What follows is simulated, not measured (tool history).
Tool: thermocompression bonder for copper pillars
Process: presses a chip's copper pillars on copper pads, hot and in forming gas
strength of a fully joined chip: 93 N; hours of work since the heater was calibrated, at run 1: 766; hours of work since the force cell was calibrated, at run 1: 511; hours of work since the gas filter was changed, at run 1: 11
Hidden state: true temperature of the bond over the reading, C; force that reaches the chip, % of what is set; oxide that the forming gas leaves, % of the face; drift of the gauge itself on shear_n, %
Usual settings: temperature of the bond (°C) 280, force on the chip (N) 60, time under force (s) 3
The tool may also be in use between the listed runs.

run,hour,temperature of the bond (°C),force on the chip (N),time under force (s),hours of work since the heater was calibrated,hours of work since the force cell was calibrated,hours of work since the gas filter was changed,force that shears a chip off (N)
1,0,280,60,3,766,511,11,33.1
2,26.1,280,60,3,786,531,30,33.2
3,41.2,280,60,3,797,542,42,31.8
4,63.2,280,60,3,814,559,58,32.8
5,78.4,280,80,3,825,570,69,39.6
6,100.4,280,60,3,842,587,86,32.6
7,121,280,60,3,858,602,102,31.9
8,141.6,280,60,8,873,618,117,46.4
9,168.4,280,60,3,893,638,137,31.9
10,192,280,60,3,911,656,155,32.3
11,217.4,280,60,3,930,675,174,31.8
12,233.1,280,60,8,942,687,186,46
13,258.3,275,55,2,961,706,205,23.9
# hour 261.6: force cell calibrated
14,279.1,261,49,7,975,13,219,30.8
15,305.2,310,54,3,995,33,239,42.8
# hour 309.5: forming gas filter changed
16,320.7,299,54,3,1006,44,8,38.1
17,346.9,258,44,3,1026,64,28,19.1
18,363.1,287,88,3,1038,76,40,45
19,376.8,287,88,3,1049,86,51,45.5
# hour 380.5: heater calibrated with a thermocouple chip
20,408,267,49,3,21,108,73,27.3
# hour 417.3: force cell calibrated, once more
21,421.8,280,79,3,30,3,82,42.1

Measured less the same run without the tool's hidden state. The same run-to-run variation is in both; the gauge's scatter may not be:
run,force that shears a chip off (N)
1,-2.7
2,-2.8
3,-2.8
4,-3
5,-3.5
6,-3.2
7,-3.3
8,-4.3
9,-3.6
10,-3.7
11,-3.8
12,-5
13,-3.2
14,-3.7
15,-3.8
16,-2.5
17,-2.1
18,-3.3
19,-3.4
20,+1.1
21,-0.7
